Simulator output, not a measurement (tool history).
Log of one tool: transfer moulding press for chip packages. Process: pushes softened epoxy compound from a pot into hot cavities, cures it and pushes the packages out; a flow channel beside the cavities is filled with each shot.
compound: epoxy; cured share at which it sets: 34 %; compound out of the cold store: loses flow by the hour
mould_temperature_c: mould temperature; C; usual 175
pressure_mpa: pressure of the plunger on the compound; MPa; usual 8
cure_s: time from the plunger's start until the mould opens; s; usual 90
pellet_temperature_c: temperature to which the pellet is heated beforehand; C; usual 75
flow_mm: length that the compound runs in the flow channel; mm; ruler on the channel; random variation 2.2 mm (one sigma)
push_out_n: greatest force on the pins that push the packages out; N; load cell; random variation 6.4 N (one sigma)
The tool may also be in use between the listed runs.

| run | hour | mould_temperature_c | pressure_mpa | cure_s | pellet_temperature_c | incoming compound's hours out of the cold store | flow_mm | push_out_n |
|---|---|---|---|---|---|---|---|---|
| 1 | 0 | 175 | 8 | 90 | 75 | 35 | 624 | 364 |
|  | 6.3 | cavities cleaned with cleaning compound and waxed |
| 2 | 9.5 | 175 | 8 | 90 | 75 | 37.9 | 613 | 257 |
| 3 | 17.2 | 175 | 8 | 90 | 75 | 22.8 | 663 | 282 |
| 4 | 26.8 | 175 | 8.13 | 90 | 75 | 11.7 | 715 | 295 |
| 5 | 33.4 | 175 | 8.13 | 90 | 75 | 42.9 | 602 | 312 |
| 6 | 41.9 | 181 | 8.13 | 90 | 75 | 25.8 | 640 | 284 |
| 7 | 47.9 | 181 | 8.13 | 90 | 75 | 22.2 | 650 | 299 |
| 8 | 57.9 | 181 | 7.13 | 90 | 75 | 14.8 | 634 | 301 |
| 9 | 69.3 | 181 | 7.13 | 90 | 84 | 18.7 | 619 | 322 |
| 10 | 74.9 | 175 | 8 | 90 | 83 | 45.6 | 586 | 340 |
|  | 84 | cavities cleaned with cleaning compound and waxed |
| 11 | 84 | 175 | 8 | 90 | 83 | 22.5 | 662 | 252 |
| 12 | 90.6 | 175 | 8 | 90 | 83 | 30.1 | 637 | 271 |
| 13 | 99.4 | 175 | 8 | 90 | 83 | 8.6 | 714 | 290 |
| 14 | 106.9 | 175 | 8 | 90 | 75 | 12.2 | 699 | 308 |
| 15 | 114.7 | 175 | 9.29 | 90 | 75 | 20.1 | 722 | 312 |
| 16 | 120.2 | 175 | 9.29 | 90 | 75 | 24.3 | 707 | 336 |
| 17 | 127.2 | 175 | 9.29 | 90 | 75 | 14.4 | 746 | 344 |
| 18 | 136.7 | 175 | 9.29 | 90 | 75 | 14 | 746 | 347 |
| 19 | 144 | 171 | 8.51 | 90 | 73 | 47.3 | 610 | 395 |
| 20 | 155.7 | 171 | 8.51 | 90 | 73 | 38.2 | 643 | 436 |
|  | 162.4 | cavities cleaned with cleaning compound and waxed |
| 21 | 168 | 175 | 7.32 | 109 | 67 | 30.2 | 605 | 231 |
| 22 | 176.5 | 178 | 6.86 | 118 | 78 | 16.1 | 623 | 239 |
| 23 | 188 | 178 | 6.86 | 118 | 78 | 22.2 | 599 | 259 |
| 24 | 199.2 | 178 | 6.86 | 74 | 66 | 16.4 | 621 | 376 |
| 25 | 207.5 | 178 | 6.86 | 74 | 66 | 43.6 | 535 | 365 |
|  | 213.9 | plunger's sealing rings changed |
| 26 | 221.3 | 169 | 6.03 | 90 | 67 | 40.5 | 549 | 478 |
| 27 | 231.4 | 169 | 6.03 | 96 | 67 | 9 | 647 | 475 |
| 28 | 239.7 | 175 | 8 | 77 | 74 | 30.8 | 641 | 462 |
|  | 242.6 | cavities cleaned with cleaning compound and waxed |
| 29 | 254.6 | 172 | 9.26 | 77 | 74 | 24.6 | 726 | 436 |

4 ways to go on from here, each from the tool as it stands after run 29. What would each give?
| A | 267.9 | 175 | 9.73 | 113 | 75 | 36.5 | ? | ? |
| B | 267.9 | 174 | 9.26 | 74 | 74 | 35.5 | ? | ? |
| C | 267.9 | 180 | 7.15 | 90 | 77 | 46.1 | ? | ? |
| D | 267.9 | 174 | 6.46 | 102 | 74 | 15 | ? | ? |

| run | flow_mm | push_out_n |
|---|---|---|
| A | 684 | 271 |
| B | 674 | 427 |
| C | 538 | 267 |
| D | 628 | 295 |
Without the tool's hidden state the same runs would have given:
| run | flow_mm | push_out_n |
|---|---|---|
| A | 690 | 222 |
| B | 680 | 367 |
| C | 543 | 219 |
| D | 634 | 246 |

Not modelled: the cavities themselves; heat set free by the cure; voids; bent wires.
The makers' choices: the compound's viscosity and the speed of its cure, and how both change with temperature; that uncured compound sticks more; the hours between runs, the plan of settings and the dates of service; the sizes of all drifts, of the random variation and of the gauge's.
